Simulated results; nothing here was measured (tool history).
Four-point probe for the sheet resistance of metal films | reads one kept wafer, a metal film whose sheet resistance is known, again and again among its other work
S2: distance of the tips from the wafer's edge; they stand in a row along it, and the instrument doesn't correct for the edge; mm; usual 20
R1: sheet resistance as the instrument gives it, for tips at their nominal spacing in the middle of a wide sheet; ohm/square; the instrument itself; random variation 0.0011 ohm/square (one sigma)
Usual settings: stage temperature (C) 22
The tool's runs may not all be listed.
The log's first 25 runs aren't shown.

Run 26, hour 517.7: usual settings but stage temperature (C) 33, S2 7 mm. Result: R1 5.696659 ohm/square.
Run 27, hour 545: usual settings but stage temperature (C) 33, S2 7 mm. Result: R1 5.695843 ohm/square.
Run 28, hour 567.9: usual settings but stage temperature (C) 21, S2 14 mm. Result: R1 5.748829 ohm/square.
Run 29, hour 586.9: usual settings but stage temperature (C) 23, S2 30 mm. Result: R1 5.733598 ohm/square.
Run 30, hour 614.4: usual settings but S2 56 mm. Result: R1 5.740842 ohm/square.
Run 31, hour 633.7: usual settings but stage temperature (C) 33, S2 43 mm. Result: R1 5.682175 ohm/square.
Run 32, hour 649: usual settings but stage temperature (C) 33, S2 43 mm. Result: R1 5.682842 ohm/square.
Run 33, hour 673.7: usual settings but stage temperature (C) 35, S2 4 mm. Result: R1 5.719343 ohm/square.
Run 34, hour 695.4: usual settings but stage temperature (C) 24, S2 36 mm. Result: R1 5.7286 ohm/square.
Run 35, hour 711.7: usual settings but stage temperature (C) 24, S2 9 mm. Result: R1 5.736836 ohm/square.
Run 36, hour 737.4: usual settings but stage temperature (C) 27, S2 44 mm. Result: R1 5.710955 ohm/square.
Run 37, hour 765.2: usual settings but S2 10 mm. Result: R1 5.746577 ohm/square.
Run 38, hour 784.4: usual settings but stage temperature (C) 26, S2 38 mm. Result: R1 5.719059 ohm/square.
Run 39, hour 808.9: usual settings but stage temperature (C) 31, S2 8 mm. Result: R1 5.704734 ohm/square.
Run 40, hour 833.3: usual settings but stage temperature (C) 31, S2 8 mm. Result: R1 5.703701 ohm/square.
Run 41, hour 853.1: usual settings but stage temperature (C) 31, S2 8 mm. Result: R1 5.70471 ohm/square.
Run 42, hour 867.1: usual settings but stage temperature (C) 19. Result: R1 5.756382 ohm/square.
Run 43, hour 885: usual settings but stage temperature (C) 31, S2 54 mm. Result: R1 5.693273 ohm/square.
Run 44, hour 899.1: usual settings but stage temperature (C) 31, S2 54 mm. Result: R1 5.693091 ohm/square.
Run 45, hour 911.8: usual settings but stage temperature (C) 33, S2 9 mm. Result: R1 5.690339 ohm/square.
Run 46, hour 936.2: usual settings but stage temperature (C) 33, S2 3 mm. Result: R1 5.765591 ohm/square.

Forecast each of these 3 alternatives for the next run:
Run A, hour 961.7: usual settings but stage temperature (C) 31. Result: R1 ?.
Run B, hour 961.7: usual settings but stage temperature (C) 21, S2 13 mm. Result: R1 ?.
Run C, hour 961.7: usual settings but stage temperature (C) 21, S2 7 mm. Result: R1 ?.

run        R1
  A  5.693048
  B  5.749666
  C  5.760915
Without the tool's hidden state the same runs would have given:
run        R1
  A  5.693088
  B  5.749705
  C  5.760954
